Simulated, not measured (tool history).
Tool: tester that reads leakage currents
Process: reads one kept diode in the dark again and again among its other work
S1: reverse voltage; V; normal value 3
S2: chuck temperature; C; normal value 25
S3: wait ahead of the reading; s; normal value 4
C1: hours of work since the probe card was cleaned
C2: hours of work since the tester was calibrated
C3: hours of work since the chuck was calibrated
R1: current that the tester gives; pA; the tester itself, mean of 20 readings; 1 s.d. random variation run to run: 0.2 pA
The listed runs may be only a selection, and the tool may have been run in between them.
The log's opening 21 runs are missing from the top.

run 22 hour=507 | S1=2.7 S2=20 S3=2.66 | C1=270 C2=600 C3=479 | R1=44.83
run 23 hour=529 | S1=3 S2=36 S3=0.52 | C1=283 C2=613 C3=492 | R1=156.6
run 24 hour=543.5 | S1=3 S2=41 S3=1.9 | C1=292 C2=622 C3=501 | R1=223.05
run 25 hour=571.6 | S1=3 S2=41 S3=1.9 | C1=310 C2=640 C3=519 | R1=222.45
run 26 hour=594.8 | S1=3 S2=22 S3=4 | C1=324 C2=654 C3=533 | R1=55.17
run 27 hour=627.9 | S1=15.28 S2=34 S3=0.98 | C1=344 C2=675 C3=554 | R1=272.61
run 28 hour=657.7 | S1=15.28 S2=34 S3=0.98 | C1=363 C2=693 C3=572 | R1=273.21
run 29 hour=674 | S1=15.28 S2=34 S3=0.98 | C1=373 C2=703 C3=582 | R1=273.83
run 30 hour=698.6 | S1=7.88 S2=25 S3=2.74 | C1=388 C2=719 C3=598 | R1=105.9
run 31 hour=723.9 | S1=1.97 S2=22 S3=3.66 | C1=404 C2=734 C3=613 | R1=46.47
run 32 hour=753.3 | S1=1.97 S2=22 S3=3.66 | C1=422 C2=752 C3=631 | R1=46.35
run 33 hour=778.5 | S1=1.96 S2=30 S3=4 | C1=438 C2=768 C3=647 | R1=84.95
run 34 hour=792.1 | S1=1.91 S2=59 S3=0.39 | C1=446 C2=777 C3=656 | R1=607.24
run 35 hour=824.1 | S1=18.35 S2=27 S3=0.39 | C1=466 C2=796 C3=675 | R1=192.15
run 36 hour=846.3 | S1=14.84 S2=23 S3=4.62 | C1=480 C2=810 C3=689 | R1=120.6
run 37 hour=879.8 | S1=14.84 S2=23 S3=4.62 | C1=501 C2=831 C3=710 | R1=121.2
run 38 hour=905.3 | S1=14.84 S2=32 S3=4.62 | C1=516 C2=847 C3=726 | R1=232.85
run 39 hour=936.4 | S1=18.76 S2=54 S3=4.62 | C1=536 C2=866 C3=745 | R1=1158.25
run 40 hour=964.6 | S1=18.76 S2=54 S3=4.62 | C1=553 C2=883 C3=762 | R1=1157.08

Alternative continuations, all from the tool just after run 40; predict every row:
run A hour=992.9 | S1=5.59 S2=26 S3=3.49 | C1=571 C2=901 C3=780 | R1=?
run B hour=992.9 | S1=6.8 S2=25 S3=4 | C1=571 C2=901 C3=780 | R1=?
run C hour=992.9 | S1=3.43 S2=54 S3=4.62 | C1=571 C2=901 C3=780 | R1=?
run D hour=992.9 | S1=3 S2=47 S3=4.01 | C1=571 C2=901 C3=780 | R1=?

run=A R1=100.14
run=B R1=100.69
run=C R1=566.33
run=D R1=339.56
What these runs would have given with no unlogged condition in the tool:
run=A R1=92.49
run=B R1=92.51
run=C R1=538.52
run=D R1=321.94
